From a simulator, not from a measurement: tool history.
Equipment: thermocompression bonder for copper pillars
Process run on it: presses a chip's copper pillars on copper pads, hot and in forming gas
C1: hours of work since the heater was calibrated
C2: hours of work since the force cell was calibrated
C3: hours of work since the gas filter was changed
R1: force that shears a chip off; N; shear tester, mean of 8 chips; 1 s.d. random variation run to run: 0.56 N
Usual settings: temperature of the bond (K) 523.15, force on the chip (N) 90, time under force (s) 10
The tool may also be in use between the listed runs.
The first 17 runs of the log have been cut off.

{"run": 18, "day": 44.846, "temperature of the bond (K)": 523.15, "force on the chip (N)": 90, "time under force (s)": 17, "C1": 384, "C2": 393, "C3": 477, "R1": 44.6}
{"day": 45.667, "done": "forming gas filter changed"}
{"run": 19, "day": 46.362, "temperature of the bond (K)": 523.15, "force on the chip (N)": 90, "time under force (s)": 10, "C1": 412, "C2": 421, "C3": 13, "R1": 39.9}
{"run": 20, "day": 48.292, "temperature of the bond (K)": 523.15, "force on the chip (N)": 90, "time under force (s)": 10, "C1": 448, "C2": 457, "C3": 49, "R1": 39.7}
{"run": 21, "day": 51.525, "temperature of the bond (K)": 529.15, "force on the chip (N)": 90, "time under force (s)": 11, "C1": 509, "C2": 518, "C3": 110, "R1": 43.8}
{"run": 22, "day": 53.079, "temperature of the bond (K)": 523.15, "force on the chip (N)": 90, "time under force (s)": 12, "C1": 538, "C2": 547, "C3": 139, "R1": 40.9}
{"run": 23, "day": 55.404, "temperature of the bond (K)": 523.15, "force on the chip (N)": 90, "time under force (s)": 12, "C1": 582, "C2": 591, "C3": 183, "R1": 40.3}
{"run": 24, "day": 58.108, "temperature of the bond (K)": 508.15, "force on the chip (N)": 56, "time under force (s)": 11, "C1": 633, "C2": 642, "C3": 234, "R1": 21.9}
{"run": 25, "day": 61.512, "temperature of the bond (K)": 502.15, "force on the chip (N)": 90, "time under force (s)": 13, "C1": 697, "C2": 706, "C3": 298, "R1": 27.1}
{"run": 26, "day": 63.517, "temperature of the bond (K)": 502.15, "force on the chip (N)": 55, "time under force (s)": 7, "C1": 734, "C2": 744, "C3": 335, "R1": 15.1}
{"run": 27, "day": 66.708, "temperature of the bond (K)": 523.15, "force on the chip (N)": 90, "time under force (s)": 24, "C1": 794, "C2": 804, "C3": 395, "R1": 48.2}
{"run": 28, "day": 69.396, "temperature of the bond (K)": 518.15, "force on the chip (N)": 90, "time under force (s)": 18, "C1": 845, "C2": 854, "C3": 446, "R1": 40.7}

What does the tool deliver on the next run?
{"day": 71.946, "done": "forming gas filter changed"}
{"run": 29, "day": 72.175, "temperature of the bond (K)": 523.15, "force on the chip (N)": 74, "time under force (s)": 5, "C1": 897, "C2": 906, "C3": 4, "R1": "?"}

R1: 25.9 N
With the hidden condition absent and the run-to-run variation left alone, this run would have shown R1 28.4 N.
